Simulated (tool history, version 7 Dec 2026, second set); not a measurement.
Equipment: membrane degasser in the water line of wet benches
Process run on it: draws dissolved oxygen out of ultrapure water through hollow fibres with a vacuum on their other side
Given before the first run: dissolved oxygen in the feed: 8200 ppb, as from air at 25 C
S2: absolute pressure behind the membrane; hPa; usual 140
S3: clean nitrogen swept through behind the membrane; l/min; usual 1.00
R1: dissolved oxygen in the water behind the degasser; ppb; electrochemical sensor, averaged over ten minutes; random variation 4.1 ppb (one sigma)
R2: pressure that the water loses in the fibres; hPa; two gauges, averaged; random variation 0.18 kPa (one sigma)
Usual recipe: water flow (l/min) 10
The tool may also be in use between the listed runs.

run 1 hour=0.0 | water_flow_(l/min)=10 S2=140 S3=1.00 | R1=412.1 R2=306.2
run 2 hour=33.5 | water_flow_(l/min)=10 S2=140 S3=1.00 | R1=420.1 R2=304.2
run 3 hour=61.5 | water_flow_(l/min)=10 S2=140 S3=1.00 | R1=421.1 R2=307.6
run 4 hour=98.3 | water_flow_(l/min)=10 S2=140 S3=1.00 | R1=422.1 R2=306.7
run 5 hour=133.3 | water_flow_(l/min)=10 S2=253 S3=1.00 | R1=667.8 R2=305.8
run 6 hour=153.4 | water_flow_(l/min)=10 S2=253 S3=1.00 | R1=661.2 R2=306.6
run 7 hour=186.8 | water_flow_(l/min)=10 S2=253 S3=1.00 | R1=671.8 R2=312.0
run 8 hour=219.1 | water_flow_(l/min)=10 S2=88 S3=1.00 | R1=304.8 R2=306.4
run 9 hour=247.1 | water_flow_(l/min)=10 S2=88 S3=1.00 | R1=306.1 R2=305.6
run 10 hour=268.8 | water_flow_(l/min)=10 S2=140 S3=1.00 | R1=425.7 R2=308.7
run 11 hour=306.4 | water_flow_(l/min)=10 S2=136 S3=1.00 | R1=416.8 R2=308.6
run 12 hour=325.7 | water_flow_(l/min)=14 S2=136 S3=1.00 | R1=733.0 R2=430.9
run 13 hour=353.5 | water_flow_(l/min)=10 S2=140 S3=1.00 | R1=421.7 R2=310.5
run 14 hour=388.1 | water_flow_(l/min)=10 S2=140 S3=1.00 | R1=420.0 R2=304.3
run 15 hour=431.4 | water_flow_(l/min)=10 S2=140 S3=1.00 | R1=424.2 R2=308.0
run 16 hour=462.3 | water_flow_(l/min)=10 S2=140 S3=1.00 | R1=422.7 R2=306.5
run 17 hour=504.1 | water_flow_(l/min)=10 S2=140 S3=1.00 | R1=412.4 R2=307.9
run 18 hour=525.7 | water_flow_(l/min)=6 S2=347 S3=0.56 | R1=792.3 R2=185.1
run 19 hour=566.7 | water_flow_(l/min)=14 S2=227 S3=1.89 | R1=734.6 R2=432.3
-- hour=569.5 vacuum gauge calibrated
run 20 hour=591.1 | water_flow_(l/min)=12 S2=227 S3=1.89 | R1=579.2 R2=364.9
run 21 hour=635.4 | water_flow_(l/min)=14 S2=280 S3=0.57 | R1=1503.7 R2=429.2
run 22 hour=671.8 | water_flow_(l/min)=14 S2=280 S3=0.57 | R1=1520.2 R2=431.3
run 23 hour=697.2 | water_flow_(l/min)=9 S2=226 S3=0.91 | R1=573.1 R2=275.9
run 24 hour=731.2 | water_flow_(l/min)=8 S2=163 S3=0.45 | R1=594.4 R2=249.9
run 25 hour=765.3 | water_flow_(l/min)=8 S2=163 S3=0.45 | R1=590.9 R2=246.6
run 26 hour=806.9 | water_flow_(l/min)=9 S2=261 S3=0.40 | R1=1150.1 R2=274.8
-- hour=826.7 vacuum gauge calibrated, once more
run 27 hour=854.6 | water_flow_(l/min)=9 S2=261 S3=0.40 | R1=1143.4 R2=279.9
run 28 hour=890.9 | water_flow_(l/min)=13 S2=220 S3=1.80 | R1=668.2 R2=398.7
run 29 hour=926.6 | water_flow_(l/min)=12 S2=151 S3=1.95 | R1=462.6 R2=370.1
run 30 hour=952.6 | water_flow_(l/min)=8 S2=278 S3=1.44 | R1=420.2 R2=246.0
run 31 hour=991.0 | water_flow_(l/min)=9 S2=104 S3=0.81 | R1=321.1 R2=274.5

Alternative continuations, all from the tool just after run 31; predict every row:
run A hour=1015.9 | water_flow_(l/min)=9 S2=140 S3=1.00 | R1=? R2=?
run B hour=1015.9 | water_flow_(l/min)=12 S2=233 S3=0.56 | R1=? R2=?
run C hour=1015.9 | water_flow_(l/min)=10 S2=104 S3=0.69 | R1=? R2=?
run D hour=1015.9 | water_flow_(l/min)=10 S2=140 S3=2.37 | R1=? R2=?
run E hour=1015.9 | water_flow_(l/min)=10 S2=140 S3=1.00 | R1=? R2=?

run=A R1=353.2 R2=276.9
run=B R1=1102.2 R2=371.6
run=C R1=410.3 R2=308.5
run=D R1=289.8 R2=309.9
run=E R1=421.4 R2=305.2
Stripped of hidden state, with their random variation kept, the same runs would have yielded:
run=A R1=338.4 R2=273.4
run=B R1=1076.3 R2=366.9
run=C R1=395.4 R2=304.7
run=D R1=277.0 R2=306.1
run=E R1=405.2 R2=301.3
